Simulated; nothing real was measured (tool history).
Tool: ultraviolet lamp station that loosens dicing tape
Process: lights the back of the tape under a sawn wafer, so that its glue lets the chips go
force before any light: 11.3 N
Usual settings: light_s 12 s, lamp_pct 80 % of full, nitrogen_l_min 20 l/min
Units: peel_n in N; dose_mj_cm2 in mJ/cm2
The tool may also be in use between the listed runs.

run	day	light_s	lamp_pct	nitrogen_l_min	peel_n	dose_mj_cm2
1	0.000	12	80	20	1.098	217
2	1.400	12	80	20	1.071	209
3	2.992	15	80	20	0.620	259
4	5.542	15	80	20	0.622	263
5	7.908	12	80	20	1.075	212
6	10.508	12	80	20	1.092	212
7	12.958	12	73	20	1.329	193
8	15.450	12	73	20	1.376	195
9	16.867	12	73	20	1.346	192
10	18.867	12	73	20	1.318	195
11	21.421	7	73	20	3.173	111
12	23.779	7	73	6	4.181	114
13	26.371	7	73	6	4.061	115
14	27.846	7	73	6	4.381	113
15	29.267	14	80	20	0.755	246
16	31.700	14	80	12	0.953	249
17	34.350	14	80	12	0.965	249
18	36.454	12	80	32	0.936	212
19	38.492	12	80	32	0.899	213
20	40.408	12	80	32	0.913	208
21	42.729	12	80	32	0.896	211
22	44.242	12	80	20	1.089	212
23	46.400	12	80	32	0.935	208
24	48.846	16	70	10	1.052	245
25	51.396	8	88	10	2.554	153
# day 51.825: window cleaned of glue's vapour
26	53.504	8	88	10	2.536	156
27	55.788	8	94	20	1.768	167
28	56.908	20	80	16	0.344	351
29	58.642	20	80	16	0.348	354
30	61.142	22	80	14	0.293	387
31	62.896	9	85	13	1.962	168
32	64.692	9	85	13	1.978	169
33	66.188	12	67	19	1.540	172
34	68.371	12	67	19	1.575	185
35	70.462	12	98	19	0.711	260
36	72.000	12	98	19	0.705	257
37	73.975	12	71	18	1.431	189
38	75.371	17	78	20	0.521	292
39	77.571	21	80	20	0.276	370

Forecast run 40:
40	79.621	8	80	14	?	?

{"run 40": {"peel_n": 2.594, "dose_mj_cm2": 140}}
Without the tool's hidden state the same run would have given peel_n 2.586 N, dose_mj_cm2 141 mJ/cm2.

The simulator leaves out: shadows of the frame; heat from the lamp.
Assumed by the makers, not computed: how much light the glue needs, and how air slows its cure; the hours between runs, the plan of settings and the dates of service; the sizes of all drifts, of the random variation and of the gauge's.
